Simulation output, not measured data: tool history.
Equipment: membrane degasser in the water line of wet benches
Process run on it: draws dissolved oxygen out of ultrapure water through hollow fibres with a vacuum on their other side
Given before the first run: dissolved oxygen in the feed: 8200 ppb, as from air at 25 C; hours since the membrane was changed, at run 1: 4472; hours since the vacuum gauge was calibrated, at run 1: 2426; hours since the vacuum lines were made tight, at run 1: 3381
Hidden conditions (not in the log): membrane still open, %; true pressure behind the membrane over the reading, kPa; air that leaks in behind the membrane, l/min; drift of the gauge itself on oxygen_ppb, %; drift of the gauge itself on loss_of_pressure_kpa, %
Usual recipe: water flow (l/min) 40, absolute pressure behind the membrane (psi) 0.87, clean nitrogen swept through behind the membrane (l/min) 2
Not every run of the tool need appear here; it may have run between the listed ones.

| run | day | water flow (l/min) | absolute pressure behind the membrane (psi) | clean nitrogen swept through behind the membrane (l/min) | hours since the membrane was changed | hours since the vacuum gauge was calibrated | hours since the vacuum lines were made tight | dissolved oxygen in the water behind the degasser (ppb) | pressure that the water loses in the fibres (psi) |
|---|---|---|---|---|---|---|---|---|---|
| 1 | 0 | 40 | 0.87 | 2 | 4472 | 2426 | 3381 | 158.4 | 9.43 |
| 2 | 4.879 | 40 | 0.87 | 1.21 | 4589 | 2543 | 3498 | 231.8 | 9.456 |
| 3 | 9.65 | 40 | 1.205 | 2 | 4704 | 2658 | 3612 | 258 | 9.456 |
| 4 | 16.371 | 40 | 1.205 | 2 | 4865 | 2819 | 3773 | 258.3 | 9.413 |
| 5 | 23.4 | 40 | 1.205 | 2 | 5034 | 2988 | 3942 | 263.1 | 9.451 |
| 6 | 30.704 | 40 | 0.625 | 2 | 5209 | 3163 | 4117 | 88.5 | 9.462 |
| 7 | 35.033 | 40 | 0.625 | 2 | 5313 | 3267 | 4221 | 89.1 | 9.48 |
| 8 | 38.442 | 24 | 0.87 | 2 | 5395 | 3349 | 4303 | 88.4 | 5.714 |
| 9 | 41.979 | 24 | 0.87 | 2 | 5480 | 3434 | 4388 | 88.3 | 5.655 |
| 10 | 46.992 | 24 | 0.87 | 2 | 5600 | 3554 | 4508 | 91.3 | 5.677 |
| 11 | 53.108 | 48 | 0.87 | 2 | 5747 | 3701 | 4655 | 212.4 | 11.372 |
| 12 | 59.821 | 48 | 0.87 | 2 | 5908 | 3862 | 4816 | 207.2 | 11.387 |
| 13 | 64.646 | 56 | 0.87 | 2 | 6024 | 3978 | 4932 | 261.9 | 13.322 |
| 14 | 71.15 | 56 | 0.87 | 2 | 6180 | 4134 | 5088 | 268.8 | 13.355 |
|  | 71.854 | vacuum gauge calibrated |
| 15 | 78.696 | 56 | 0.87 | 2 | 6360 | 164 | 5269 | 278.6 | 13.406 |
| 16 | 85.588 | 56 | 0.87 | 2 | 6526 | 330 | 5434 | 278.1 | 13.383 |
|  | 86.796 | vacuum gauge calibrated, once more |
|  | 87.504 | seals of the vacuum lines changed |
| 17 | 89.058 | 27 | 0.563 | 4.26 | 6607 | 52 | 37 | 16.5 | 6.445 |
| 18 | 96.096 | 27 | 0.563 | 4.26 | 6775 | 221 | 206 | 16.9 | 6.415 |
| 19 | 101.421 | 59 | 1.875 | 2.93 | 6903 | 349 | 334 | 514.4 | 14.131 |
| 20 | 106.138 | 64 | 1.088 | 2 | 7016 | 462 | 447 | 408 | 15.328 |
| 21 | 112.8 | 42 | 0.743 | 2 | 7176 | 622 | 607 | 126.9 | 10.082 |
| 22 | 116.808 | 40 | 0.983 | 1.72 | 7273 | 718 | 703 | 211.1 | 9.604 |
| 23 | 124.75 | 40 | 0.983 | 1.72 | 7463 | 909 | 894 | 218.6 | 9.58 |
| 24 | 128.242 | 40 | 1.353 | 1.9 | 7547 | 993 | 978 | 306.5 | 9.609 |
| 25 | 133.262 | 40 | 1.353 | 1.9 | 7667 | 1113 | 1098 | 312.3 | 9.597 |
| 26 | 139.1 | 35 | 1.172 | 1.9 | 7808 | 1253 | 1238 | 223.2 | 8.43 |
| 27 | 146.625 | 40 | 1.445 | 2 | 7988 | 1434 | 1419 | 326.2 | 9.591 |
| 28 | 151.496 | 30 | 0.87 | 2 | 8105 | 1551 | 1536 | 108.8 | 7.205 |
| 29 | 159.3 | 30 | 0.87 | 2 | 8292 | 1738 | 1723 | 111.5 | 7.194 |
| 30 | 165.067 | 30 | 0.87 | 2 | 8431 | 1876 | 1862 | 112.7 | 7.252 |
| 31 | 168.362 | 47 | 2.074 | 4.3 | 8510 | 1956 | 1941 | 333.2 | 11.345 |
| 32 | 173.788 | 47 | 2.074 | 4.3 | 8640 | 2086 | 2071 | 336.9 | 11.304 |

Below are 3 alternative next runs, each starting from the tool's condition after run 32. Predict each:
| A | 181.029 | 48 | 2.074 | 5.26 | 8814 | 2260 | 2245 | ? | ? |
| B | 181.029 | 61 | 1.141 | 1.64 | 8814 | 2260 | 2245 | ? | ? |
| C | 181.029 | 44 | 1.771 | 1.23 | 8814 | 2260 | 2245 | ? | ? |

| run | dissolved oxygen in the water behind the degasser (ppb) | pressure that the water loses in the fibres (psi) |
|---|---|---|
| A | 295.5 | 11.584 |
| B | 463.3 | 14.772 |
| C | 660.3 | 10.582 |
With the hidden condition removed and each run's random variation left untouched, the same runs would have given:
| run | dissolved oxygen in the water behind the degasser (ppb) | pressure that the water loses in the fibres (psi) |
|---|---|---|
| A | 276.2 | 10.99 |
| B | 424.4 | 14.015 |
| C | 635.1 | 10.038 |
